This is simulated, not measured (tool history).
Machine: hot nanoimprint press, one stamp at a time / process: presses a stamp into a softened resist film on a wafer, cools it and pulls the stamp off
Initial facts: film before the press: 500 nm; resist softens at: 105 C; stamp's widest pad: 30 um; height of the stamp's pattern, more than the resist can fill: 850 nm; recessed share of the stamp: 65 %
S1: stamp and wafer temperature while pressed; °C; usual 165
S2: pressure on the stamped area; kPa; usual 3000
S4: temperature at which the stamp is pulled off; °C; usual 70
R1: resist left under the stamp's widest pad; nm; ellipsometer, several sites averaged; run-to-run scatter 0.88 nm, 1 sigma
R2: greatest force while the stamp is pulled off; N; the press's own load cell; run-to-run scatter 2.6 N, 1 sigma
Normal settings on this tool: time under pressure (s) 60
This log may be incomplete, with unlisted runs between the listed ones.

Run 1, hour 0: usual settings. Result: R1 294.9 nm, R2 147 N.
Run 2, hour 4.9: usual settings. Result: R1 294.4 nm, R2 151 N.
Run 3, hour 13: usual settings but S4 58 °C. Result: R1 291.4 nm, R2 174 N.
Run 4, hour 23.5: usual settings but S4 60 °C. Result: R1 293.9 nm, R2 179 N.
Run 5, hour 30.4: usual settings but S4 74 °C. Result: R1 294.6 nm, R2 150 N.
Run 6, hour 39.6: usual settings but S4 67 °C. Result: R1 294.5 nm, R2 161 N.
Run 7, hour 47.3: usual settings. Result: R1 295 nm, R2 153 N.
Run 8, hour 52.5: usual settings. Result: R1 294.4 nm, R2 164 N.
At hour 56.1: plate thermocouple calibrated.
Run 9, hour 65.9: usual settings but time under pressure (s) 113. Result: R1 247.5 nm, R2 172 N.
Run 10, hour 73.6: usual settings but S2 3840 kPa. Result: R1 266.4 nm, R2 163 N.
Run 11, hour 81.7: usual settings. Result: R1 299.7 nm, R2 167 N.
Run 12, hour 90.6: usual settings but time under pressure (s) 58. Result: R1 303.8 nm, R2 166 N.
Run 13, hour 97.4: usual settings but time under pressure (s) 58. Result: R1 302.6 nm, R2 166 N.
At hour 102.8: plate thermocouple calibrated, once more.
Run 14, hour 107.3: usual settings but time under pressure (s) 58. Result: R1 291.7 nm, R2 164 N.
Run 15, hour 117.1: usual settings but time under pressure (s) 56. Result: R1 293.6 nm, R2 167 N.
Run 16, hour 123: usual settings. Result: R1 289.8 nm, R2 167 N.
Run 17, hour 128.7: usual settings. Result: R1 290.4 nm, R2 167 N.
Run 18, hour 138.2: usual settings but S1 166 °C, S2 2340 kPa. Result: R1 314.5 nm, R2 168 N.
Run 19, hour 145.1: usual settings but S2 2670 kPa, time under pressure (s) 81. Result: R1 282.1 nm, R2 167 N.
Run 20, hour 149.5: usual settings but S2 2670 kPa, time under pressure (s) 81. Result: R1 281.7 nm, R2 172 N.
Run 21, hour 156.9: usual settings but S1 168 °C, S4 69 °C. Result: R1 263.1 nm, R2 173 N.
Run 22, hour 162.2: usual settings but time under pressure (s) 76. Result: R1 270.5 nm, R2 173 N.
Run 23, hour 171.7: usual settings but S1 177 °C, S2 4030 kPa, time under pressure (s) 53, S4 63 °C. Result: R1 171.8 nm, R2 193 N.
Run 24, hour 180.4: usual settings but S2 1960 kPa, time under pressure (s) 104, S4 65 °C. Result: R1 303.8 nm, R2 191 N.
Run 25, hour 190.5: usual settings but S2 1960 kPa, time under pressure (s) 104, S4 65 °C. Result: R1 304.5 nm, R2 187 N.
Run 26, hour 194.9: usual settings but S1 169 °C, S2 3090 kPa, time under pressure (s) 42. Result: R1 279.4 nm, R2 175 N.
Run 27, hour 201.5: usual settings but time under pressure (s) 49. Result: R1 307.6 nm, R2 180 N.
Run 28, hour 210.2: usual settings but S1 173 °C, time under pressure (s) 62. Result: R1 220.4 nm, R2 184 N.
Run 29, hour 214.8: usual settings but S1 173 °C, time under pressure (s) 31, S4 58 °C. Result: R1 274.5 nm, R2 211 N.
Run 30, hour 223.3: usual settings but S1 173 °C, time under pressure (s) 31, S4 58 °C. Result: R1 275.1 nm, R2 213 N.
Run 31, hour 228.7: usual settings but time under pressure (s) 59. Result: R1 294.4 nm, R2 188 N.

What if the next run were any one of these 3? Each begins from the tool's condition after run 31:
Run A, hour 235.5: usual settings but time under pressure (s) 70. Result: R1 ?, R2 ?.
Run B, hour 235.5: usual settings but S1 171 °C, time under pressure (s) 66, S4 71 °C. Result: R1 ?, R2 ?.
Run C, hour 235.5: usual settings but time under pressure (s) 59, S4 69 °C. Result: R1 ?, R2 ?.

run     R1   R2
  A  278.4  189
  B  232.5  182
  C  294.8  186
Without the tool's unlogged condition, the same runs would have read:
run     R1   R2
  A  271.4  123
  B  226.3  118
  C  287.7  121
